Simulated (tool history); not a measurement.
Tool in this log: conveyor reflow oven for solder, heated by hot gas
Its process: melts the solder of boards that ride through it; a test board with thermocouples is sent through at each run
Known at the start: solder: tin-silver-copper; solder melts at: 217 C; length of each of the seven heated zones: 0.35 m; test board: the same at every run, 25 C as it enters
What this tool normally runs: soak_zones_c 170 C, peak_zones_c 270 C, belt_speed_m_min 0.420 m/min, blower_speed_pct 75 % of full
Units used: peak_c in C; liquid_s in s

run	hour	soak_zones_c	peak_zones_c	belt_speed_m_min	blower_speed_pct	peak_c	liquid_s
1	0.0	170	270	0.420	75	259.2	80.8
2	51.8	170	270	0.420	75	258.7	81.1
3	132.1	170	270	0.420	75	258.9	81.0
4	197.7	170	270	0.420	75	258.8	80.9
5	268.9	170	270	0.420	75	258.9	81.0
6	313.3	170	270	0.420	71	258.1	80.0
7	362.7	170	261	0.420	59	247.4	69.1
8	442.8	170	264	0.420	75	253.2	76.5
# hour 507.9: flux residue cleaned out of gas plates and filters
9	521.3	170	264	0.420	75	255.2	79.1
10	575.6	170	283	0.412	75	273.7	92.2
11	627.9	170	283	0.412	62	270.6	90.6

Branching from run 11: 4 alternative next runs. What would each branch give?
A	679.8	163	258	0.420	75	?	?
B	679.8	170	276	0.412	80	?	?
C	679.8	182	283	0.466	62	?	?
D	679.8	160	270	0.420	75	?	?

run	peak_c	liquid_s
A	248.9	70.3
B	267.7	89.4
C	268.0	83.1
D	259.5	78.0
With no hidden state in the tool, these same runs would have given:
run	peak_c	liquid_s
A	247.4	68.1
B	266.2	87.4
C	266.5	81.1
D	258.0	75.9

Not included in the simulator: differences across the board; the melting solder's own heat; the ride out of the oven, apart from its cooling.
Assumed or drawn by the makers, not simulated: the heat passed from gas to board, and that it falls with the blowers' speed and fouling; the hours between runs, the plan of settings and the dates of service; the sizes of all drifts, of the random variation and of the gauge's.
